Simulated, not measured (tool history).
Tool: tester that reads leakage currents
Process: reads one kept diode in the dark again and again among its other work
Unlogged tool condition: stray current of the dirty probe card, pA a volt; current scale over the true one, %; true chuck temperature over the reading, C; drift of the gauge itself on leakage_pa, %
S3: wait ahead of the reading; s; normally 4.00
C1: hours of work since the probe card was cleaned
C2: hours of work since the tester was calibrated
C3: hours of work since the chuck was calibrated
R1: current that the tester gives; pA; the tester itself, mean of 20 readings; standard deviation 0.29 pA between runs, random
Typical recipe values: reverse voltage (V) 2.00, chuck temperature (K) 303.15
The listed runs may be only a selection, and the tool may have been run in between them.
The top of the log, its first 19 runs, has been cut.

-- hour=2874.2 probe card cleaned and baked, once more
run 20 hour=2964.1 | reverse_voltage_(V)=2.29 chuck_temperature_(K)=303.15 S3=4.00 | C1=38 C2=2615 C3=747 | R1=96.41
run 21 hour=3092.8 | reverse_voltage_(V)=13.27 chuck_temperature_(K)=303.15 S3=4.00 | C1=93 C2=2670 C3=801 | R1=266.98
run 22 hour=3280.3 | reverse_voltage_(V)=2.00 chuck_temperature_(K)=303.15 S3=0.97 | C1=172 C2=2749 C3=880 | R1=88.95
run 23 hour=3413.3 | reverse_voltage_(V)=2.00 chuck_temperature_(K)=303.15 S3=0.97 | C1=228 C2=2805 C3=937 | R1=88.40
run 24 hour=3625.1 | reverse_voltage_(V)=1.81 chuck_temperature_(K)=309.15 S3=0.97 | C1=318 C2=2895 C3=1026 | R1=140.75
run 25 hour=3744.8 | reverse_voltage_(V)=2.00 chuck_temperature_(K)=307.15 S3=4.00 | C1=368 C2=2946 C3=1077 | R1=124.16
run 26 hour=3845.8 | reverse_voltage_(V)=1.63 chuck_temperature_(K)=303.15 S3=0.53 | C1=411 C2=2988 C3=1120 | R1=77.58
run 27 hour=3956.3 | reverse_voltage_(V)=1.00 chuck_temperature_(K)=303.15 S3=0.35 | C1=458 C2=3035 C3=1167 | R1=58.53
run 28 hour=4089.4 | reverse_voltage_(V)=1.75 chuck_temperature_(K)=296.15 S3=0.69 | C1=514 C2=3091 C3=1223 | R1=42.16
run 29 hour=4188.9 | reverse_voltage_(V)=1.19 chuck_temperature_(K)=296.15 S3=0.43 | C1=556 C2=3134 C3=1265 | R1=33.74

Expected results for the next run?
run 30 hour=4367.3 | reverse_voltage_(V)=1.19 chuck_temperature_(K)=296.15 S3=0.43 | C1=632 C2=3209 C3=1341 | R1=?

R1: 33.61 pA
Minus the tool's unlogged condition, the same run would have read R1 37.72 pA.
